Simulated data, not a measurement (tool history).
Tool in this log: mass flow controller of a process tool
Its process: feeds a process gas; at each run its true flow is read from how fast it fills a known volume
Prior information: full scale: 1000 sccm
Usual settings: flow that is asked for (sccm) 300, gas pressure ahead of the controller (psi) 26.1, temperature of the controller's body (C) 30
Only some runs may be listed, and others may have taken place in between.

run     day  flow that is asked for (sccm)  gas pressure ahead of the controller (psi)  temperature of the controller's body (C)  true flow (%)
  1   0.000                            300                                        26.1                                        30          99.11
  2   2.421                            300                                        26.1                                        30          99.04
  3   6.538                            300                                        26.1                                        30          99.12
  4   9.575                            300                                        26.1                                        30          99.09
  5  13.521                            300                                        26.1                                        30          99.17
  6  17.775                            300                                        26.1                                        30          99.22
  7  23.038                            300                                        26.1                                        24          98.68
  8  28.488                            300                                        26.1                                        30          99.31
  9  32.338                            300                                        26.1                                        30          99.40
 10  37.408                            300                                        26.1                                        30          99.38
 11  39.700                            300                                        26.1                                        30          99.49

Expected results for the next run?
 12  42.617                            300                                        26.1                                        30              ?

Run 12 measured true flow (%) 99.48.
With no hidden state in the tool, this same run would have given true flow (%) 99.06.
